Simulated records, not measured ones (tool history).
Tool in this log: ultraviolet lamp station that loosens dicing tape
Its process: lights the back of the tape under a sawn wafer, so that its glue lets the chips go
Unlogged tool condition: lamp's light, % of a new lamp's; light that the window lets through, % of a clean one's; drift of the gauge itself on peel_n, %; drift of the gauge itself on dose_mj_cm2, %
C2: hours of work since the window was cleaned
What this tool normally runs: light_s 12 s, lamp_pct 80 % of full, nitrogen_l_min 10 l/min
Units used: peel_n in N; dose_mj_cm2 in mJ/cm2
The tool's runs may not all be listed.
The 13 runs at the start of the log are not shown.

run 14 hour=780.7 | light_s=14 lamp_pct=80 nitrogen_l_min=10 | hours_of_work_of_the_lamp=391 C2=311 | peel_n=0.36 dose_mj_cm2=166
-- hour=848.8 window cleaned of glue's vapour, once more
run 15 hour=852.4 | light_s=14 lamp_pct=80 nitrogen_l_min=10 | hours_of_work_of_the_lamp=432 C2=2 | peel_n=0.162 dose_mj_cm2=234
run 16 hour=904.1 | light_s=12 lamp_pct=80 nitrogen_l_min=9 | hours_of_work_of_the_lamp=462 C2=32 | peel_n=0.272 dose_mj_cm2=199
run 17 hour=946.9 | light_s=12 lamp_pct=80 nitrogen_l_min=9 | hours_of_work_of_the_lamp=486 C2=56 | peel_n=0.294 dose_mj_cm2=190
run 18 hour=1037.2 | light_s=12 lamp_pct=80 nitrogen_l_min=9 | hours_of_work_of_the_lamp=538 C2=108 | peel_n=0.302 dose_mj_cm2=185
run 19 hour=1105.1 | light_s=17 lamp_pct=96 nitrogen_l_min=9 | hours_of_work_of_the_lamp=577 C2=147 | peel_n=0.093 dose_mj_cm2=311
run 20 hour=1176.8 | light_s=12 lamp_pct=66 nitrogen_l_min=4 | hours_of_work_of_the_lamp=618 C2=188 | peel_n=0.883 dose_mj_cm2=141
run 21 hour=1224.7 | light_s=12 lamp_pct=66 nitrogen_l_min=4 | hours_of_work_of_the_lamp=646 C2=216 | peel_n=0.933 dose_mj_cm2=140
run 22 hour=1272.2 | light_s=11 lamp_pct=73 nitrogen_l_min=7 | hours_of_work_of_the_lamp=673 C2=243 | peel_n=0.64 dose_mj_cm2=144
run 23 hour=1330.5 | light_s=8 lamp_pct=71 nitrogen_l_min=17 | hours_of_work_of_the_lamp=707 C2=277 | peel_n=0.667 dose_mj_cm2=97
run 24 hour=1385.7 | light_s=10 lamp_pct=80 nitrogen_l_min=11 | hours_of_work_of_the_lamp=738 C2=308 | peel_n=0.533 dose_mj_cm2=135
run 25 hour=1428.2 | light_s=10 lamp_pct=80 nitrogen_l_min=11 | hours_of_work_of_the_lamp=763 C2=333 | peel_n=0.513 dose_mj_cm2=133
run 26 hour=1477 | light_s=12 lamp_pct=77 nitrogen_l_min=10 | hours_of_work_of_the_lamp=791 C2=361 | peel_n=0.436 dose_mj_cm2=151
run 27 hour=1519.2 | light_s=22 lamp_pct=74 nitrogen_l_min=12 | hours_of_work_of_the_lamp=815 C2=385 | peel_n=0.119 dose_mj_cm2=259
run 28 hour=1584.7 | light_s=12 lamp_pct=80 nitrogen_l_min=5 | hours_of_work_of_the_lamp=852 C2=423 | peel_n=0.725 dose_mj_cm2=149
run 29 hour=1680.2 | light_s=12 lamp_pct=80 nitrogen_l_min=15 | hours_of_work_of_the_lamp=907 C2=477 | peel_n=0.356 dose_mj_cm2=145
run 30 hour=1772.4 | light_s=12 lamp_pct=80 nitrogen_l_min=15 | hours_of_work_of_the_lamp=960 C2=530 | peel_n=0.399 dose_mj_cm2=136
run 31 hour=1851.2 | light_s=14 lamp_pct=80 nitrogen_l_min=10 | hours_of_work_of_the_lamp=1005 C2=576 | peel_n=0.43 dose_mj_cm2=151
-- hour=1865.7 window cleaned of glue's vapour
run 32 hour=1900.7 | light_s=12 lamp_pct=75 nitrogen_l_min=10 | hours_of_work_of_the_lamp=1034 C2=20 | peel_n=0.459 dose_mj_cm2=144

Forecast each of these 5 alternatives for the next run:
run A hour=1978.8 | light_s=17 lamp_pct=60 nitrogen_l_min=4 | hours_of_work_of_the_lamp=1078 C2=65 | peel_n=? dose_mj_cm2=?
run B hour=1978.8 | light_s=12 lamp_pct=73 nitrogen_l_min=10 | hours_of_work_of_the_lamp=1078 C2=65 | peel_n=? dose_mj_cm2=?
run C hour=1978.8 | light_s=6 lamp_pct=75 nitrogen_l_min=19 | hours_of_work_of_the_lamp=1078 C2=65 | peel_n=? dose_mj_cm2=?
run D hour=1978.8 | light_s=12 lamp_pct=61 nitrogen_l_min=10 | hours_of_work_of_the_lamp=1078 C2=65 | peel_n=? dose_mj_cm2=?
run E hour=1978.8 | light_s=20 lamp_pct=75 nitrogen_l_min=10 | hours_of_work_of_the_lamp=1078 C2=65 | peel_n=? dose_mj_cm2=?

run=A peel_n=0.777 dose_mj_cm2=159
run=B peel_n=0.509 dose_mj_cm2=137
run=C peel_n=1.029 dose_mj_cm2=73
run=D peel_n=0.693 dose_mj_cm2=117
run=E peel_n=0.162 dose_mj_cm2=237
Without the tool's hidden state the same runs would have given:
run=A peel_n=0.352 dose_mj_cm2=245
run=B peel_n=0.205 dose_mj_cm2=210
run=C peel_n=0.527 dose_mj_cm2=110
run=D peel_n=0.307 dose_mj_cm2=178
run=E peel_n=0.077 dose_mj_cm2=363
